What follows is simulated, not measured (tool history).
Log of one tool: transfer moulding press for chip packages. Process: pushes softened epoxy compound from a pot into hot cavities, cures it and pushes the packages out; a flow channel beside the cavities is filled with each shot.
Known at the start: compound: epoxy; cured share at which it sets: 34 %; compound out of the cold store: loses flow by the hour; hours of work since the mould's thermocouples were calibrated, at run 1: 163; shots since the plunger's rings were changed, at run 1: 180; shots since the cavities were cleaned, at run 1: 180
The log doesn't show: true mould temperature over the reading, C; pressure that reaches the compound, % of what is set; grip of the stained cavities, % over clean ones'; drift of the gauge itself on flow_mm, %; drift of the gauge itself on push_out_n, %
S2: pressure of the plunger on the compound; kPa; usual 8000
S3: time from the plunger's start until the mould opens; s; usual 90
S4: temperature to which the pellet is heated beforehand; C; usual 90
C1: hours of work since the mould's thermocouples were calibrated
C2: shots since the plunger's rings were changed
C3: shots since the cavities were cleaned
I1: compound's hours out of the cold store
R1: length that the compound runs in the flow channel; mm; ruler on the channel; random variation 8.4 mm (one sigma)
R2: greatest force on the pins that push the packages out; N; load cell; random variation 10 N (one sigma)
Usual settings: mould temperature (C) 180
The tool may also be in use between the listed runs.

Run 1, hour 0: usual settings; C1 163; C2 180; C3 180; I1 25.6. Result: R1 941 mm, R2 684 N.
Run 2, hour 12.3: usual settings; C1 171; C2 324; C3 324; I1 22.4. Result: R1 946 mm, R2 808 N.
Run 3, hour 21.4: usual settings; C1 177; C2 431; C3 431; I1 16.1. Result: R1 971 mm, R2 875 N.
Run 4, hour 39.7: usual settings but S4 94 C; C1 189; C2 646; C3 646; I1 14.9. Result: R1 959 mm, R2 959 N.
At hour 56.9: cavities cleaned with cleaning compound and waxed.
Run 5, hour 58.2: usual settings but S4 94 C; C1 199; C2 845; C3 15; I1 26.4. Result: R1 938 mm, R2 480 N.
Run 6, hour 79.3: usual settings but S4 94 C; C1 213; C2 1093; C3 263; I1 25.7. Result: R1 928 mm, R2 744 N.
Run 7, hour 94.2: usual settings but mould temperature (C) 177, S2 7440 kPa, S3 105 s; C1 222; C2 1269; C3 439; I1 44.4. Result: R1 872 mm, R2 757 N.
Run 8, hour 105.6: usual settings but mould temperature (C) 174, S2 6120 kPa, S3 105 s, S4 97 C; C1 229; C2 1402; C3 572; I1 44.1. Result: R1 787 mm, R2 994 N.
Run 9, hour 122.1: usual settings but S2 9740 kPa, S4 85 C; C1 240; C2 1596; C3 766; I1 25.1. Result: R1 1008 mm, R2 1007 N.
At hour 129.2: cavities cleaned with cleaning compound and waxed.
Run 10, hour 137.8: usual settings but mould temperature (C) 178, S2 9700 kPa; C1 249; C2 1762; C3 101; I1 14.2. Result: R1 1046 mm, R2 701 N.

The next listed run, before its measurement:
Run 11, hour 158.3: usual settings but S2 9030 kPa, S3 89 s; C1 262; C2 2003; C3 342; I1 46. Result: R1 ?, R2 ?.

R1: 929 mm
R2: 820 N
Without the tool's hidden state the same run would have given R1 963 mm, R2 451 N.

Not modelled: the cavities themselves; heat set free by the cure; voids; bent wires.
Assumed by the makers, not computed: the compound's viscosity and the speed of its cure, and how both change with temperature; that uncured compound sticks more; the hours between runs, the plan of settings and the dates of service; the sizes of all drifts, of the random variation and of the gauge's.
